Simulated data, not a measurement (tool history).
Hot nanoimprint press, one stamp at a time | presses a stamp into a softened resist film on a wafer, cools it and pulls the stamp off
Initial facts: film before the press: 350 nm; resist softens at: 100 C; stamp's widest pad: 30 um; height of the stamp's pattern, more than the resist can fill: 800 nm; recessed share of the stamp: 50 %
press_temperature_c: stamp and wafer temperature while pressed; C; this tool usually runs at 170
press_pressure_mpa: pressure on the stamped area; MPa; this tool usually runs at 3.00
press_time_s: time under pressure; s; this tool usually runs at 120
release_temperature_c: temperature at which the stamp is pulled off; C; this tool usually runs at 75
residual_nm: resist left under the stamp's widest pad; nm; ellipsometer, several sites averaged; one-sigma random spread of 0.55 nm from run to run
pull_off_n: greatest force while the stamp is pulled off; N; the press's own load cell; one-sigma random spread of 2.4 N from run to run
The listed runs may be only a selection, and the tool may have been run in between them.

{"run": 1, "hour": 0.0, "press_temperature_c": 170, "press_pressure_mpa": 3.0, "press_time_s": 120, "release_temperature_c": 75, "residual_nm": 122.7, "pull_off_n": 145}
{"run": 2, "hour": 42.5, "press_temperature_c": 170, "press_pressure_mpa": 3.0, "press_time_s": 120, "release_temperature_c": 69, "residual_nm": 124.0, "pull_off_n": 160}
{"hour": 60.4, "done": "stamp cleaned and given a new release coat"}
{"run": 3, "hour": 78.1, "press_temperature_c": 170, "press_pressure_mpa": 3.0, "press_time_s": 120, "release_temperature_c": 64, "residual_nm": 122.3, "pull_off_n": 123}
{"run": 4, "hour": 100.5, "press_temperature_c": 170, "press_pressure_mpa": 3.0, "press_time_s": 120, "release_temperature_c": 64, "residual_nm": 122.4, "pull_off_n": 129}
{"run": 5, "hour": 135.4, "press_temperature_c": 170, "press_pressure_mpa": 3.0, "press_time_s": 120, "release_temperature_c": 75, "residual_nm": 122.7, "pull_off_n": 111}
{"run": 6, "hour": 172.5, "press_temperature_c": 170, "press_pressure_mpa": 3.0, "press_time_s": 120, "release_temperature_c": 75, "residual_nm": 122.0, "pull_off_n": 116}
{"hour": 197.0, "done": "plate thermocouple calibrated"}
{"run": 7, "hour": 205.0, "press_temperature_c": 170, "press_pressure_mpa": 3.0, "press_time_s": 120, "release_temperature_c": 75, "residual_nm": 134.9, "pull_off_n": 124}
{"run": 8, "hour": 244.5, "press_temperature_c": 170, "press_pressure_mpa": 3.0, "press_time_s": 120, "release_temperature_c": 75, "residual_nm": 134.9, "pull_off_n": 121}
{"run": 9, "hour": 289.9, "press_temperature_c": 170, "press_pressure_mpa": 3.0, "press_time_s": 120, "release_temperature_c": 75, "residual_nm": 134.2, "pull_off_n": 130}
{"run": 10, "hour": 332.7, "press_temperature_c": 170, "press_pressure_mpa": 3.0, "press_time_s": 120, "release_temperature_c": 72, "residual_nm": 133.8, "pull_off_n": 131}
{"run": 11, "hour": 369.0, "press_temperature_c": 170, "press_pressure_mpa": 3.0, "press_time_s": 120, "release_temperature_c": 72, "residual_nm": 133.0, "pull_off_n": 137}
{"run": 12, "hour": 413.9, "press_temperature_c": 177, "press_pressure_mpa": 2.96, "press_time_s": 224, "release_temperature_c": 74, "residual_nm": 74.4, "pull_off_n": 141}
{"run": 13, "hour": 456.4, "press_temperature_c": 162, "press_pressure_mpa": 3.0, "press_time_s": 132, "release_temperature_c": 75, "residual_nm": 182.0, "pull_off_n": 139}
{"run": 14, "hour": 504.1, "press_temperature_c": 162, "press_pressure_mpa": 1.89, "press_time_s": 132, "release_temperature_c": 66, "residual_nm": 215.0, "pull_off_n": 160}
{"run": 15, "hour": 529.5, "press_temperature_c": 162, "press_pressure_mpa": 1.89, "press_time_s": 77, "release_temperature_c": 66, "residual_nm": 248.1, "pull_off_n": 157}
{"run": 16, "hour": 562.5, "press_temperature_c": 163, "press_pressure_mpa": 3.54, "press_time_s": 120, "release_temperature_c": 71, "residual_nm": 168.8, "pull_off_n": 150}
{"run": 17, "hour": 592.0, "press_temperature_c": 175, "press_pressure_mpa": 2.9, "press_time_s": 109, "release_temperature_c": 61, "residual_nm": 110.3, "pull_off_n": 176}
{"run": 18, "hour": 613.4, "press_temperature_c": 175, "press_pressure_mpa": 3.0, "press_time_s": 77, "release_temperature_c": 75, "residual_nm": 124.7, "pull_off_n": 152}
{"run": 19, "hour": 634.5, "press_temperature_c": 175, "press_pressure_mpa": 3.0, "press_time_s": 77, "release_temperature_c": 75, "residual_nm": 126.0, "pull_off_n": 155}

Here are 5 independent what-if runs from the current tool condition. What would each one return?
{"run": "A", "hour": 660.6, "press_temperature_c": 177, "press_pressure_mpa": 2.57, "press_time_s": 120, "release_temperature_c": 75, "residual_nm": "?", "pull_off_n": "?"}
{"run": "B", "hour": 660.6, "press_temperature_c": 170, "press_pressure_mpa": 3.0, "press_time_s": 120, "release_temperature_c": 66, "residual_nm": "?", "pull_off_n": "?"}
{"run": "C", "hour": 660.6, "press_temperature_c": 175, "press_pressure_mpa": 4.0, "press_time_s": 117, "release_temperature_c": 73, "residual_nm": "?", "pull_off_n": "?"}
{"run": "D", "hour": 660.6, "press_temperature_c": 170, "press_pressure_mpa": 2.88, "press_time_s": 97, "release_temperature_c": 75, "residual_nm": "?", "pull_off_n": "?"}
{"run": "E", "hour": 660.6, "press_temperature_c": 178, "press_pressure_mpa": 3.0, "press_time_s": 70, "release_temperature_c": 69, "residual_nm": "?", "pull_off_n": "?"}

run=A residual_nm=102.2 pull_off_n=154
run=B residual_nm=129.8 pull_off_n=167
run=C residual_nm=91.6 pull_off_n=163
run=D residual_nm=145.1 pull_off_n=156
run=E residual_nm=115.6 pull_off_n=165
The same runs, with their run-to-run variation unchanged, on a tool lacking any hidden condition would have given:
run=A residual_nm=104.5 pull_off_n=112
run=B residual_nm=132.7 pull_off_n=121
run=C residual_nm=92.7 pull_off_n=119
run=D residual_nm=148.4 pull_off_n=113
run=E residual_nm=117.7 pull_off_n=120
